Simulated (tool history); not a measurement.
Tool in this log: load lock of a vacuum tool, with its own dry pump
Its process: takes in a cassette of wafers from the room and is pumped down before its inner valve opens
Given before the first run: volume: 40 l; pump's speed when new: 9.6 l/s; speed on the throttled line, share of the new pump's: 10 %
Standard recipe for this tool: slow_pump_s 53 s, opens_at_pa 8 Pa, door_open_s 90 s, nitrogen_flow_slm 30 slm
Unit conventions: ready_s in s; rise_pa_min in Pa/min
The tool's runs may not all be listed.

run	hour	slow_pump_s	opens_at_pa	door_open_s	nitrogen_flow_slm	incoming humidity of the room's air, %	ready_s	rise_pa_min
1	0.0	53	8	90	30	45.0	86.9	0.026
2	81.0	53	8	90	30	39.9	87.8	0.019
3	155.6	53	10	90	30	44.6	86.7	0.022
4	210.0	53	10	37	30	45.5	84.9	0.019
5	264.1	53	10	37	30	46.1	85.6	0.016
6	337.7	53	10	37	30	41.6	86.7	0.018
7	411.9	53	8	65	30	43.2	86.7	0.018
8	493.4	53	8	90	30	48.3	87.7	0.026
9	578.4	53	8	90	5	41.0	87.3	0.035
10	626.0	53	8	90	5	45.0	86.5	0.035
11	715.1	53	8	90	30	45.5	86.9	0.027
12	764.2	53	8	90	30	45.8	87.9	0.021
13	848.9	53	8	90	30	45.8	86.5	0.018
14	931.8	53	8	90	30	45.1	88.2	0.021
15	1015.3	53	8	90	30	45.9	87.3	0.024
16	1108.3	53	8	90	30	41.4	87.5	0.024
17	1175.8	31	8	90	30	48.1	67.4	0.025
18	1236.3	53	8	90	30	43.0	86.4	0.020
19	1328.3	53	8	90	30	44.8	88.2	0.025
20	1377.2	27	9	90	30	48.0	63.2	0.026
21	1457.2	27	11	90	8	44.1	62.2	0.034
22	1517.2	27	8	90	37	46.7	64.6	0.021
23	1596.1	31	8	90	30	45.1	67.9	0.023
24	1680.3	63	8	47	8	45.9	94.7	0.026
25	1742.8	63	8	47	8	45.6	95.9	0.027
26	1813.1	63	8	47	8	45.7	96.1	0.022
27	1895.1	69	8	47	8	45.5	100.5	0.024
28	1975.0	69	8	29	8	46.0	100.7	0.019
29	2022.3	69	8	29	15	44.1	100.7	0.016
30	2087.8	69	11	29	7	45.2	99.0	0.021
31	2136.7	34	10	74	8	46.4	69.3	0.029
32	2180.0	33	13	29	28	43.8	67.5	0.012
33	2220.6	33	13	29	28	45.9	68.0	0.014
34	2280.2	81	16	101	41	45.5	110.0	0.021
35	2375.1	81	16	101	26	43.0	107.6	0.027
36	2430.1	81	16	101	26	42.0	109.0	0.019
37	2525.3	49	12	57	30	45.9	83.5	0.022

Forecast each of these 3 alternatives for the next run:
A	2607.8	53	10	90	30	42.1	?	?
B	2607.8	29	6	88	30	44.2	?	?
C	2607.8	29	10	57	30	46.3	?	?

run	ready_s	rise_pa_min
A	87.0	0.022
B	67.1	0.019
C	64.4	0.021
With the hidden condition removed and each run's random variation left untouched, the same runs would have given:
run	ready_s	rise_pa_min
A	87.0	0.022
B	67.1	0.018
C	64.3	0.021

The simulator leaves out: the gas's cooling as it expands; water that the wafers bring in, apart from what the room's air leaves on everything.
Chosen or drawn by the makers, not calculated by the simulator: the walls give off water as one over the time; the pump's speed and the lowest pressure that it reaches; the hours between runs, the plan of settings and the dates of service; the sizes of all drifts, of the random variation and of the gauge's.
